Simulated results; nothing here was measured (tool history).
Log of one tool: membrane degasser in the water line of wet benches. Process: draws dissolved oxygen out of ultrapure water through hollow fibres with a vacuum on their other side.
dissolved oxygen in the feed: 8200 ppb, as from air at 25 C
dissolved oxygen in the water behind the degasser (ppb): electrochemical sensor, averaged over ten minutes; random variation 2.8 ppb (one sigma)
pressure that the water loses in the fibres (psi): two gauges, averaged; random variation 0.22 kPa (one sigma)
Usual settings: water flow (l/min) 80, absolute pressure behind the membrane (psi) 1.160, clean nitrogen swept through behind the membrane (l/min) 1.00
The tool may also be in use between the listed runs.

run	hour	water flow (l/min)	absolute pressure behind the membrane (psi)	clean nitrogen swept through behind the membrane (l/min)	dissolved oxygen in the water behind the degasser (ppb)	pressure that the water loses in the fibres (psi)
1	0.0	80	1.160	1.00	608.4	7.822
2	174.6	80	1.160	1.00	613.0	7.786
3	359.5	80	1.160	1.00	614.3	7.789
4	486.8	80	1.160	1.00	612.1	7.754
5	642.7	80	1.160	1.00	609.6	7.836
6	780.1	80	1.160	1.00	610.9	7.744
7	891.8	80	1.160	1.00	611.8	7.725
8	974.5	80	1.160	1.40	486.3	7.707
9	1105.8	80	1.160	1.40	487.7	7.757
10	1266.1	80	1.160	1.40	487.0	7.704
11	1435.8	80	1.160	1.40	489.9	7.665
12	1520.6	80	1.160	1.00	609.1	7.672
13	1600.2	80	1.160	1.00	612.1	7.702
14	1782.9	80	1.160	1.00	608.9	7.706
15	1896.7	80	1.160	1.00	610.2	7.670
16	2038.2	111	1.131	1.89	483.0	10.623
17	2179.4	111	1.131	1.89	482.7	10.639
18	2257.7	122	0.956	0.50	802.9	11.793
19	2372.7	122	0.956	0.50	794.3	11.725
20	2474.7	51	1.070	0.50	622.0	4.895
21	2561.4	51	1.070	0.50	626.2	4.896
22	2644.5	51	2.889	0.95	1444.5	4.854
23	2749.6	117	1.378	0.41	1486.9	11.204
24	2882.1	123	1.330	0.87	1054.6	11.719
25	3024.2	101	1.160	1.47	556.3	9.651

Forecast each of these 3 alternatives for the next run:
A	3197.3	80	2.062	2.37	?	?
B	3197.3	123	1.833	1.47	?	?
C	3197.3	119	1.160	0.44	?	?

run	dissolved oxygen in the water behind the degasser (ppb)	pressure that the water loses in the fibres (psi)
A	718.9	7.559
B	1179.3	11.722
C	1139.6	11.412
Without the tool's hidden state the same runs would have given:
run	dissolved oxygen in the water behind the degasser (ppb)	pressure that the water loses in the fibres (psi)
A	718.5	7.715
B	1178.7	11.963
C	1138.5	11.645
